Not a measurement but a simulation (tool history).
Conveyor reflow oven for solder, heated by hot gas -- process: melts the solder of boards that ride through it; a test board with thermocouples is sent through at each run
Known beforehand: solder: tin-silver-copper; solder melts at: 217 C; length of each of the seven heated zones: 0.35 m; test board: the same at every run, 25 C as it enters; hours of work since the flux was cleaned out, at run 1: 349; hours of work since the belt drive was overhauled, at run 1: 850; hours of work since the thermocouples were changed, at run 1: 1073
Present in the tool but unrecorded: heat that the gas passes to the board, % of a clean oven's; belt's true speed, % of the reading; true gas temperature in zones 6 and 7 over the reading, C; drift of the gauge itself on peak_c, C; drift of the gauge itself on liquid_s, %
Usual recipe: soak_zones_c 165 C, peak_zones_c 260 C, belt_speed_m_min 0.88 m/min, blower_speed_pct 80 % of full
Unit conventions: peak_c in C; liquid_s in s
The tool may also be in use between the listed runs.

| run | hour | soak_zones_c | peak_zones_c | belt_speed_m_min | blower_speed_pct | hours of work since the flux was cleaned out | hours of work since the belt drive was overhauled | hours of work since the thermocouples were changed | peak_c | liquid_s |
|---|---|---|---|---|---|---|---|---|---|---|
| 1 | 0 | 165 | 260 | 0.88 | 80 | 349 | 850 | 1073 | 245.1 | 31.4 |
| 2 | 37.5 | 165 | 260 | 0.88 | 80 | 366 | 867 | 1090 | 246.4 | 31 |
| 3 | 80.9 | 165 | 260 | 0.88 | 80 | 386 | 887 | 1110 | 245.5 | 31.2 |
| 4 | 147.7 | 165 | 260 | 0.88 | 80 | 417 | 918 | 1141 | 245.8 | 31.3 |
| 5 | 219.7 | 165 | 260 | 0.88 | 80 | 450 | 951 | 1174 | 245.4 | 31 |
| 6 | 282 | 165 | 260 | 0.88 | 80 | 478 | 980 | 1202 | 245.6 | 31.1 |
|  | 305.7 | flux residue cleaned out of gas plates and filters |
| 7 | 325.1 | 166 | 262 | 0.88 | 80 | 9 | 997 | 1220 | 248 | 32.1 |
| 8 | 359.1 | 166 | 262 | 0.88 | 80 | 25 | 1013 | 1235 | 247.9 | 32.3 |
| 9 | 417.1 | 166 | 262 | 0.884 | 80 | 51 | 1040 | 1262 | 247.4 | 32.7 |
| 10 | 449 | 172 | 262 | 0.885 | 57 | 66 | 1054 | 1277 | 244.3 | 30.9 |
| 11 | 522.3 | 172 | 262 | 0.748 | 57 | 100 | 1088 | 1311 | 249.4 | 40.9 |
|  | 528.5 | thermocouples of zones 6 and 7 changed |
| 12 | 565.3 | 165 | 268 | 0.88 | 51 | 118 | 1107 | 17 | 246.8 | 31 |

Forecast each of these 5 alternatives for the next run:
| A | 607.4 | 165 | 268 | 0.88 | 51 | 138 | 1126 | 36 | ? | ? |
| B | 607.4 | 166 | 260 | 0.921 | 58 | 138 | 1126 | 36 | ? | ? |
| C | 607.4 | 165 | 268 | 0.88 | 72 | 138 | 1126 | 36 | ? | ? |
| D | 607.4 | 165 | 253 | 0.767 | 83 | 138 | 1126 | 36 | ? | ? |
| E | 607.4 | 152 | 272 | 0.88 | 61 | 138 | 1126 | 36 | ? | ? |

| run | peak_c | liquid_s |
|---|---|---|
| A | 247.2 | 30.7 |
| B | 240.6 | 26.2 |
| C | 251.7 | 33.5 |
| D | 243.6 | 35.7 |
| E | 250.4 | 30.5 |
Take away the tool's hidden state, keep each run's random variation, and the runs would have read:
| run | peak_c | liquid_s |
|---|---|---|
| A | 247.2 | 30.7 |
| B | 240.6 | 26.1 |
| C | 251.7 | 33.5 |
| D | 243.6 | 35.7 |
| E | 250.4 | 30.5 |
